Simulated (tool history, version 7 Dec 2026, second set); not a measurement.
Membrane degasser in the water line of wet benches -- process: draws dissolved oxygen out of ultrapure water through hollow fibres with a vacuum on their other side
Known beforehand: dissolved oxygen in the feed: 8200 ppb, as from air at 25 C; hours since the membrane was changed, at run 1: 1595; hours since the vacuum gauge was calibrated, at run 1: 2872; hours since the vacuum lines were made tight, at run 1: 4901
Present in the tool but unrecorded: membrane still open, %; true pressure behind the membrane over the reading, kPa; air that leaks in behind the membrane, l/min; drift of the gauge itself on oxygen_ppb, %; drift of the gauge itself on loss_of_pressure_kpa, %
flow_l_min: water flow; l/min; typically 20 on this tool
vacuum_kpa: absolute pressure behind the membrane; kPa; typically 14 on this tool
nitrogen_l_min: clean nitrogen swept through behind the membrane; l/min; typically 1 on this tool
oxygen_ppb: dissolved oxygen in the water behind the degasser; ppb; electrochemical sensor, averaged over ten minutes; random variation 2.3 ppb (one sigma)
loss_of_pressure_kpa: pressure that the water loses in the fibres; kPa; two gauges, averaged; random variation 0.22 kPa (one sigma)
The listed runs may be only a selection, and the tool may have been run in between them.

run,hour,flow_l_min,vacuum_kpa,nitrogen_l_min,hours since the membrane was changed,hours since the vacuum gauge was calibrated,hours since the vacuum lines were made tight,oxygen_ppb,loss_of_pressure_kpa
1,0,20,14,1,1595,2872,4901,486.4,51.81
2,49.5,20,14,1,1644,2921,4950,482.5,51.87
3,127.3,20,14,2.21,1722,2999,5028,250.9,51.33
4,193.8,20,14,1,1789,3066,5095,486.9,51.76
5,269.4,20,14,1,1864,3141,5170,481.2,51.57
6,326.5,20,17.4,1,1921,3198,5227,615.5,51.48
7,368.4,20,17.4,1,1963,3240,5269,609.5,51.28
8,447.9,20,14,2.08,2043,3320,5349,265.5,51.78
9,483.5,16,14,2.11,2078,3355,5384,203.7,41.59
10,516.4,14,30.2,2.52,2111,3388,5417,356.7,35.93

Forecast each of these 4 alternatives for the next run:
# hour 548.4: seals of the vacuum lines changed
A,565.8,19,14,0.93,2159,3436,17,?,?
# hour 548.4: seals of the vacuum lines changed
B,565.8,15,30.8,0.82,2159,3436,17,?,?
# hour 548.4: seals of the vacuum lines changed
C,565.8,20,19.6,1,2159,3436,17,?,?
# hour 548.4: seals of the vacuum lines changed
D,565.8,13,30.2,2.52,2159,3436,17,?,?

run,oxygen_ppb,loss_of_pressure_kpa
A,478.6,48.77
B,1010,38.65
C,696.7,51.46
D,329.6,33.39
The same runs, with their run-to-run variation unchanged, on a tool lacking any hidden condition would have given:
run,oxygen_ppb,loss_of_pressure_kpa
A,485.6,48.75
B,1025.2,38.64
C,707.1,51.45
D,334.5,33.38

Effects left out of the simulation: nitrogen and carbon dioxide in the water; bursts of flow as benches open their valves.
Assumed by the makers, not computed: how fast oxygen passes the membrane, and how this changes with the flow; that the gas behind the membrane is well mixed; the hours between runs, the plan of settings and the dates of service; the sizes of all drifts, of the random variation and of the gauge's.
